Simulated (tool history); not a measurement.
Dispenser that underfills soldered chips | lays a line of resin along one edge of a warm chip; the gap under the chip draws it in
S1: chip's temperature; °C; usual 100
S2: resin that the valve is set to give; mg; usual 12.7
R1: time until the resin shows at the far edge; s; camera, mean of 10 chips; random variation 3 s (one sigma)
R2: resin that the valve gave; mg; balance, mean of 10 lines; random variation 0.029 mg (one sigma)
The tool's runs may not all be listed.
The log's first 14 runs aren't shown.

| run | hour | S1 | S2 | R1 | R2 |
|---|---|---|---|---|---|
|  | 45.1 | new syringe of resin |
| 15 | 46.4 | 91 | 12.7 | 471.5 | 12.33 |
| 16 | 50.7 | 94 | 12.7 | 526.8 | 12.27 |
| 17 | 53.4 | 94 | 12.7 | 619.4 | 12.26 |
|  | 56.3 | new syringe of resin |
| 18 | 58 | 94 | 12.7 | 438.4 | 12.24 |
| 19 | 61.1 | 93 | 15 | 534.3 | 14.49 |
| 20 | 65.8 | 93 | 15 | 668.1 | 14.42 |
|  | 67.9 | new syringe of resin |
|  | 69.4 | dispensing valve cleaned and set on the balance |
| 21 | 71.8 | 93 | 15 | 460.1 | 14.97 |
| 22 | 74.2 | 112 | 11.3 | 262.3 | 11.29 |
| 23 | 78.9 | 112 | 11.3 | 343 | 11.27 |
|  | 80.3 | new syringe of resin |
| 24 | 83.8 | 112 | 11 | 247.3 | 10.93 |
| 25 | 88 | 112 | 11 | 316.9 | 10.8 |
| 26 | 90.3 | 112 | 11 | 355.4 | 10.93 |
|  | 91.7 | new syringe of resin |
| 27 | 94.7 | 97 | 10.8 | 425.7 | 10.63 |
| 28 | 98.4 | 97 | 10.8 | 525.4 | 10.63 |
| 29 | 102 | 114 | 15.7 | 311.5 | 15.41 |
|  | 103.3 | new syringe of resin |
| 30 | 104.7 | 98 | 11.9 | 369.6 | 11.64 |
| 31 | 107.8 | 87 | 16.5 | 651.8 | 16.17 |
| 32 | 111.1 | 88 | 11.6 | 783.5 | 11.34 |
|  | 114.7 | new syringe of resin |
| 33 | 116.5 | 112 | 13.5 | 209.3 | 13.14 |
| 34 | 120.2 | 98 | 13.8 | 441 | 13.43 |
| 35 | 124.2 | 98 | 13.8 | 550.6 | 13.39 |

Forecast each of these 5 alternatives for the next run:
|  | 126.1 | new syringe of resin |
| A | 128.9 | 88 | 14.7 | ? | ? |
|  | 126.1 | new syringe of resin |
| B | 128.9 | 101 | 12.7 | ? | ? |
|  | 126.1 | new syringe of resin |
| C | 128.9 | 108 | 12.3 | ? | ? |
|  | 126.1 | new syringe of resin |
| D | 128.9 | 98 | 12.9 | ? | ? |
|  | 126.1 | new syringe of resin |
| E | 128.9 | 95 | 15.9 | ? | ? |

| run | R1 | R2 |
|---|---|---|
| A | 594.4 | 14.21 |
| B | 351.6 | 12.3 |
| C | 271.5 | 11.9 |
| D | 388.6 | 12.5 |
| E | 434.4 | 15.36 |
Without the tool's hidden state the same runs would have given:
| run | R1 | R2 |
|---|---|---|
| A | 494.5 | 14.72 |
| B | 291.9 | 12.74 |
| C | 225.3 | 12.32 |
| D | 322.6 | 12.94 |
| E | 361.8 | 15.9 |

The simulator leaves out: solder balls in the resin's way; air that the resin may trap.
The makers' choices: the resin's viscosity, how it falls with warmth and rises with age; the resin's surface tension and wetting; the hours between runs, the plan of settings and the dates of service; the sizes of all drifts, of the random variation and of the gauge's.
